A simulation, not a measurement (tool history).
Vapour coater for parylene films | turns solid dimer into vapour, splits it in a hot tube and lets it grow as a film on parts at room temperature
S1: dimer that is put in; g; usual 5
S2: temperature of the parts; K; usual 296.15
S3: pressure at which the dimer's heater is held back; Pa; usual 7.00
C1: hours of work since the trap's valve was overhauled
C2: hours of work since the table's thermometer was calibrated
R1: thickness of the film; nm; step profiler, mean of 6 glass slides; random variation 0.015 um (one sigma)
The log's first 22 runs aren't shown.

Run 23, day 21.525: usual settings but S1 2 g, S3 2.79 Pa; C1 64; C2 340. Result: R1 780 nm.
Run 24, day 22.150: usual settings but S1 2 g, S3 2.79 Pa; C1 75; C2 350. Result: R1 760 nm.
Run 25, day 23.142: usual settings but S1 2 g, S3 2.79 Pa; C1 90; C2 366. Result: R1 760 nm.
Run 26, day 24.579: usual settings but S2 289.15 K, S3 2.79 Pa; C1 114; C2 389. Result: R1 2380 nm.
Run 27, day 25.992: usual settings but S2 289.15 K, S3 2.79 Pa; C1 136; C2 412. Result: R1 2320 nm.
Run 28, day 27.408: usual settings but S2 289.15 K, S3 2.79 Pa; C1 159; C2 435. Result: R1 2330 nm.
Run 29, day 28.450: usual settings but S2 289.15 K, S3 2.97 Pa; C1 176; C2 451. Result: R1 2240 nm.
Run 30, day 29.208: usual settings but S1 2 g, S2 289.15 K, S3 2.20 Pa; C1 188; C2 464. Result: R1 940 nm.
Run 31, day 29.883: usual settings but S1 2 g, S2 289.15 K, S3 2.20 Pa; C1 199; C2 474. Result: R1 930 nm.
Run 32, day 30.688: usual settings but S2 290.15 K, S3 5.83 Pa; C1 212; C2 487. Result: R1 1850 nm.
Run 33, day 31.617: usual settings but S1 3 g, S2 290.15 K, S3 5.83 Pa; C1 227; C2 502. Result: R1 1090 nm.
At day 32.404: trap's valve overhauled.
Run 34, day 32.888: usual settings but S1 3 g, S2 302.15 K, S3 3.87 Pa; C1 8; C2 520. Result: R1 890 nm.
Run 35, day 34.104: usual settings but S1 3 g, S2 302.15 K, S3 3.87 Pa; C1 27; C2 540. Result: R1 900 nm.
Run 36, day 35.062: usual settings but S1 3 g, S2 302.15 K, S3 3.87 Pa; C1 43; C2 555. Result: R1 880 nm.
Run 37, day 36.021: usual settings but S2 290.15 K, S3 2.36 Pa; C1 58; C2 570. Result: R1 2430 nm.

Forecast each of these 3 alternatives for the next run:
Run A, day 36.779: usual settings but S1 6 g; C1 70; C2 582. Result: R1 ?.
Run B, day 36.779: usual settings but S1 7 g, S2 305.15 K, S3 4.83 Pa; C1 70; C2 582. Result: R1 ?.
Run C, day 36.779: usual settings but S2 294.15 K, S3 10.99 Pa; C1 70; C2 582. Result: R1 ?.

run    R1
  A  1920
  B  1740
  C  1600
Without the tool's hidden state the same runs would have given:
run    R1
  A  1990
  B  1810
  C  1660

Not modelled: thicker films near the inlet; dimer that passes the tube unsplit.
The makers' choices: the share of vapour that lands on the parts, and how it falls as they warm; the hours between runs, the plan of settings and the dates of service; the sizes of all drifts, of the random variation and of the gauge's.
